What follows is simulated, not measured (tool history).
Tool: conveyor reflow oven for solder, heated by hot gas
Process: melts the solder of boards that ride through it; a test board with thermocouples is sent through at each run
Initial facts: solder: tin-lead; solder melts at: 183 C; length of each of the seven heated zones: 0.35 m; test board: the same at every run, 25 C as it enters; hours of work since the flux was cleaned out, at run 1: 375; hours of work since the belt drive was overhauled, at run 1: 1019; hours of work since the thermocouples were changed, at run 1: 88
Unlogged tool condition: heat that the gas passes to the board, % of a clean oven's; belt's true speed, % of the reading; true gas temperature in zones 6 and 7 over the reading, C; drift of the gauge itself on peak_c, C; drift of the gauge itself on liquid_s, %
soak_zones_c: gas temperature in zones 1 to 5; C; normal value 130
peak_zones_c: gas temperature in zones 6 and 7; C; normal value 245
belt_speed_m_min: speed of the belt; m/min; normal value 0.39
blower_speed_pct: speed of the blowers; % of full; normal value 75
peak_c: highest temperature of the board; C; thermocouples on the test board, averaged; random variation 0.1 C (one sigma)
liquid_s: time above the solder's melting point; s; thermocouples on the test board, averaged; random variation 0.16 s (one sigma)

| run | hour | soak_zones_c | peak_zones_c | belt_speed_m_min | blower_speed_pct | hours of work since the flux was cleaned out | hours of work since the belt drive was overhauled | hours of work since the thermocouples were changed | peak_c | liquid_s |
|---|---|---|---|---|---|---|---|---|---|---|
| 1 | 0 | 130 | 245 | 0.39 | 75 | 375 | 1019 | 88 | 229.2 | 89.5 |
| 2 | 47.1 | 130 | 245 | 0.39 | 75 | 411 | 1055 | 124 | 229.1 | 90.1 |
| 3 | 84.6 | 130 | 245 | 0.39 | 75 | 440 | 1083 | 153 | 229.1 | 89.8 |
|  | 101.6 | flux residue cleaned out of gas plates and filters |
| 4 | 119.9 | 130 | 245 | 0.39 | 75 | 14 | 1107 | 176 | 231.4 | 91.9 |
| 5 | 156.7 | 130 | 245 | 0.39 | 75 | 42 | 1135 | 204 | 231.4 | 92 |
| 6 | 194.6 | 130 | 245 | 0.39 | 71 | 71 | 1164 | 233 | 230.2 | 91.1 |
| 7 | 223.6 | 130 | 245 | 0.39 | 71 | 93 | 1186 | 255 | 230.2 | 90.9 |
| 8 | 268.9 | 126 | 245 | 0.39 | 75 | 128 | 1221 | 290 | 230.8 | 89.9 |
| 9 | 307.3 | 126 | 245 | 0.39 | 75 | 157 | 1250 | 319 | 230.8 | 89.6 |
| 10 | 328.4 | 130 | 245 | 0.39 | 75 | 174 | 1266 | 335 | 231 | 91.8 |
| 11 | 358 | 130 | 245 | 0.39 | 75 | 196 | 1289 | 358 | 231.1 | 92.2 |
| 12 | 409.2 | 130 | 245 | 0.39 | 75 | 236 | 1328 | 397 | 231 | 91.8 |
| 13 | 454.9 | 130 | 245 | 0.39 | 75 | 271 | 1363 | 432 | 231.1 | 91.7 |
| 14 | 485.7 | 140 | 245 | 0.39 | 75 | 294 | 1387 | 456 | 232.4 | 96.9 |
| 15 | 507.5 | 132 | 245 | 0.39 | 75 | 311 | 1403 | 473 | 231.4 | 92.7 |
| 16 | 532.9 | 130 | 245 | 0.39 | 75 | 330 | 1423 | 492 | 231.1 | 92.1 |
|  | 558.7 | thermocouples of zones 6 and 7 changed |
| 17 | 584.2 | 130 | 245 | 0.312 | 51 | 368 | 1461 | 20 | 229.8 | 114.1 |
| 18 | 621.3 | 133 | 245 | 0.439 | 75 | 396 | 1489 | 48 | 225.4 | 77.9 |
| 19 | 664.5 | 133 | 245 | 0.439 | 75 | 430 | 1522 | 81 | 225.4 | 77.9 |
| 20 | 686 | 128 | 245 | 0.439 | 80 | 446 | 1539 | 98 | 225.9 | 76.4 |
|  | 695.6 | flux residue cleaned out of gas plates and filters |
| 21 | 717.4 | 130 | 244 | 0.39 | 86 | 17 | 1559 | 118 | 232.8 | 93.6 |
| 22 | 755.5 | 130 | 244 | 0.39 | 86 | 46 | 1588 | 147 | 232.7 | 93.8 |
| 23 | 784.5 | 139 | 238 | 0.445 | 51 | 68 | 1610 | 169 | 213.7 | 67.1 |
| 24 | 835.6 | 139 | 238 | 0.445 | 51 | 107 | 1649 | 208 | 213.8 | 67 |
| 25 | 886.8 | 117 | 259 | 0.362 | 76 | 146 | 1688 | 247 | 245.2 | 105.2 |
|  | 935.8 | belt drive overhauled, speed set with a stopwatch |
| 26 | 936.9 | 117 | 259 | 0.362 | 76 | 182 | 1 | 283 | 244.5 | 102.4 |
| 27 | 987.5 | 117 | 259 | 0.362 | 76 | 220 | 40 | 321 | 244.5 | 102.3 |
| 28 | 1023.6 | 117 | 259 | 0.362 | 76 | 248 | 67 | 349 | 244.5 | 102.2 |
| 29 | 1049.9 | 130 | 245 | 0.346 | 57 | 268 | 87 | 369 | 229.1 | 99.9 |
| 30 | 1095.9 | 115 | 256 | 0.39 | 80 | 303 | 123 | 405 | 239.5 | 91 |
| 31 | 1116.7 | 118 | 256 | 0.328 | 80 | 319 | 139 | 420 | 245.8 | 114.6 |

Across each entry between runs, compare the hidden state at the last listed run before it with the hidden state at the first listed run after it:
From run 3 to run 4: flux residue cleaned out of gas plates and filters (hour 101.6)
  heat that the gas passes to the board, % of a clean oven's: 91 -> 99.3; belt's true speed, % of the reading: 98.59 -> 98.56; true gas temperature in zones 6 and 7 over the reading, C: 0.74 -> 0.82
  measured less the result without the state, peak_c: -1.2 -> +1.1 C; liquid_s: +0.1 -> +2.1 s
From run 16 to run 17: thermocouples of zones 6 and 7 changed (hour 558.7)
  heat that the gas passes to the board, % of a clean oven's: 93.6 -> 92.9; belt's true speed, % of the reading: 98.16 -> 98.11; true gas temperature in zones 6 and 7 over the reading, C: 1.82 -> 0.07
  measured less the result without the state, peak_c: +0.6 -> -0.5 C; liquid_s: +2 -> +1.6 s
From run 20 to run 21: flux residue cleaned out of gas plates and filters (hour 695.6)
  heat that the gas passes to the board, % of a clean oven's: 91.6 -> 99.5; belt's true speed, % of the reading: 98.01 -> 97.98; true gas temperature in zones 6 and 7 over the reading, C: 0.32 -> 0.39
  measured less the result without the state, peak_c: -1.6 -> +0.8 C; liquid_s: +0.1 -> +2.5 s
From run 25 to run 26: belt drive overhauled, speed set with a stopwatch (hour 935.8)
  heat that the gas passes to the board, % of a clean oven's: 97 -> 96.4; belt's true speed, % of the reading: 97.81 -> 99.9; true gas temperature in zones 6 and 7 over the reading, C: 0.82 -> 0.92
  measured less the result without the state, peak_c: +0.7 -> -0.1 C; liquid_s: +2.8 -> +0 s
